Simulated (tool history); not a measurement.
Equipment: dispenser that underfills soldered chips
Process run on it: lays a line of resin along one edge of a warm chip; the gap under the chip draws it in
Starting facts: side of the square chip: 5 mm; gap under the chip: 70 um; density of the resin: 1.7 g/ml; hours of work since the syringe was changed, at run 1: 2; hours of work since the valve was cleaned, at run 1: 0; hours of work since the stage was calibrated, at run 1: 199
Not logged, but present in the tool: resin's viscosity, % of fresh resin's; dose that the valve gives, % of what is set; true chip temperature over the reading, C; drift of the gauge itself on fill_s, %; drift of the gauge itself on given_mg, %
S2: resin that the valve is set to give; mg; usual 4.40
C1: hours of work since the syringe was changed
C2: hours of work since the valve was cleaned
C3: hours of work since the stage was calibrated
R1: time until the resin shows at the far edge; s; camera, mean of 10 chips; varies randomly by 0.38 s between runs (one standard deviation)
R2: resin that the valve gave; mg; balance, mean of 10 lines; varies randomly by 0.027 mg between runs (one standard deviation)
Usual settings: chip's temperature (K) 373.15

run 1 day=0.000 | chip's_temperature_(K)=373.15 S2=4.40 | C1=2 C2=0 C3=199 | R1=28.8 R2=4.39
run 2 day=0.288 | chip's_temperature_(K)=377.15 S2=4.40 | C1=7 C2=4 C3=203 | R1=35.2 R2=4.46
-- day=0.546 new syringe of resin
run 3 day=0.592 | chip's_temperature_(K)=373.15 S2=4.40 | C1=1 C2=8 C3=207 | R1=26.3 R2=4.34
run 4 day=1.004 | chip's_temperature_(K)=373.15 S2=4.40 | C1=7 C2=14 C3=213 | R1=43.5 R2=4.35
-- day=1.246 new syringe of resin
run 5 day=1.408 | chip's_temperature_(K)=382.15 S2=4.40 | C1=2 C2=20 C3=219 | R1=20.9 R2=4.37
run 6 day=1.679 | chip's_temperature_(K)=382.15 S2=4.40 | C1=6 C2=24 C3=223 | R1=28.7 R2=4.36
-- day=1.946 new syringe of resin
run 7 day=2.092 | chip's_temperature_(K)=382.15 S2=4.40 | C1=2 C2=30 C3=229 | R1=20.3 R2=4.36
run 8 day=2.338 | chip's_temperature_(K)=373.15 S2=4.40 | C1=6 C2=33 C3=232 | R1=39.6 R2=4.37
run 9 day=2.604 | chip's_temperature_(K)=373.15 S2=4.40 | C1=10 C2=37 C3=236 | R1=54.9 R2=4.38
-- day=2.650 new syringe of resin
run 10 day=2.900 | chip's_temperature_(K)=373.15 S2=4.40 | C1=4 C2=41 C3=240 | R1=32.7 R2=4.32
run 11 day=3.117 | chip's_temperature_(K)=373.15 S2=4.40 | C1=7 C2=45 C3=243 | R1=43.7 R2=4.35
-- day=3.342 new syringe of resin
run 12 day=3.479 | chip's_temperature_(K)=373.15 S2=4.38 | C1=2 C2=50 C3=249 | R1=29.5 R2=4.28
run 13 day=3.775 | chip's_temperature_(K)=373.15 S2=4.40 | C1=6 C2=54 C3=253 | R1=41.6 R2=4.28
-- day=4.025 new syringe of resin
run 14 day=4.025 | chip's_temperature_(K)=373.15 S2=4.40 | C1=0 C2=57 C3=256 | R1=25.3 R2=4.29
run 15 day=4.342 | chip's_temperature_(K)=373.15 S2=4.40 | C1=5 C2=62 C3=261 | R1=37.4 R2=4.26
run 16 day=4.562 | chip's_temperature_(K)=373.15 S2=4.40 | C1=8 C2=65 C3=264 | R1=48.3 R2=4.26
-- day=4.712 new syringe of resin
run 17 day=4.962 | chip's_temperature_(K)=373.15 S2=4.40 | C1=4 C2=71 C3=270 | R1=35.1 R2=4.25
run 18 day=5.217 | chip's_temperature_(K)=373.15 S2=4.40 | C1=7 C2=75 C3=273 | R1=46.6 R2=4.30
-- day=5.417 new syringe of resin
run 19 day=5.521 | chip's_temperature_(K)=382.15 S2=5.20 | C1=1 C2=79 C3=278 | R1=19.1 R2=4.97
run 20 day=5.725 | chip's_temperature_(K)=375.15 S2=4.02 | C1=4 C2=82 C3=281 | R1=34.6 R2=3.87
-- day=6.129 new syringe of resin
run 21 day=6.162 | chip's_temperature_(K)=375.15 S2=4.02 | C1=1 C2=88 C3=287 | R1=24.2 R2=3.82
run 22 day=6.429 | chip's_temperature_(K)=387.15 S2=5.63 | C1=4 C2=92 C3=291 | R1=20.3 R2=5.43
-- day=6.804 new syringe of resin
run 23 day=6.812 | chip's_temperature_(K)=387.15 S2=5.63 | C1=0 C2=97 C3=296 | R1=14.1 R2=5.40
run 24 day=7.150 | chip's_temperature_(K)=387.15 S2=4.59 | C1=5 C2=102 C3=301 | R1=21.4 R2=4.42
-- day=7.483 new syringe of resin
run 25 day=7.496 | chip's_temperature_(K)=371.15 S2=4.96 | C1=0 C2=107 C3=306 | R1=27.9 R2=4.75
run 26 day=7.746 | chip's_temperature_(K)=377.15 S2=3.98 | C1=4 C2=111 C3=310 | R1=30.9 R2=3.79
run 27 day=7.929 | chip's_temperature_(K)=377.15 S2=3.98 | C1=7 C2=113 C3=312 | R1=38.4 R2=3.75
-- day=8.158 new syringe of resin
run 28 day=8.158 | chip's_temperature_(K)=377.15 S2=3.97 | C1=0 C2=116 C3=315 | R1=21.5 R2=3.79
run 29 day=8.433 | chip's_temperature_(K)=377.15 S2=3.97 | C1=4 C2=120 C3=319 | R1=31.0 R2=3.77
run 30 day=8.800 | chip's_temperature_(K)=377.15 S2=3.97 | C1=9 C2=126 C3=325 | R1=48.5 R2=3.72
-- day=8.867 new syringe of resin
run 31 day=9.092 | chip's_temperature_(K)=361.15 S2=4.11 | C1=3 C2=130 C3=329 | R1=58.8 R2=3.89
run 32 day=9.438 | chip's_temperature_(K)=369.15 S2=4.40 | C1=8 C2=135 C3=334 | R1=61.0 R2=4.15
-- day=9.546 new syringe of resin
-- day=9.767 dispensing valve cleaned and set on the balance
run 33 day=9.908 | chip's_temperature_(K)=360.15 S2=4.86 | C1=5 C2=2 C3=340 | R1=68.3 R2=4.87

Alternative continuations, all from the tool just after run 33; predict every row:
run A day=10.133 | chip's_temperature_(K)=367.15 S2=3.83 | C1=8 C2=5 C3=343 | R1=? R2=?
run B day=10.133 | chip's_temperature_(K)=364.15 S2=4.86 | C1=8 C2=5 C3=343 | R1=? R2=?
run C day=10.133 | chip's_temperature_(K)=381.15 S2=5.69 | C1=8 C2=5 C3=343 | R1=? R2=?
run D day=10.133 | chip's_temperature_(K)=360.15 S2=3.85 | C1=8 C2=5 C3=343 | R1=? R2=?
run E day=10.133 | chip's_temperature_(K)=371.15 S2=4.79 | C1=8 C2=5 C3=343 | R1=? R2=?

run=A R1=67.4 R2=3.84
run=B R1=72.3 R2=4.87
run=C R1=35.3 R2=5.67
run=D R1=91.3 R2=3.82
run=E R1=53.2 R2=4.81
Without the tool's hidden state the same runs would have given:
run=A R1=31.0 R2=3.84
run=B R1=33.0 R2=4.88
run=C R1=16.4 R2=5.68
run=D R1=41.7 R2=3.83
run=E R1=24.5 R2=4.82
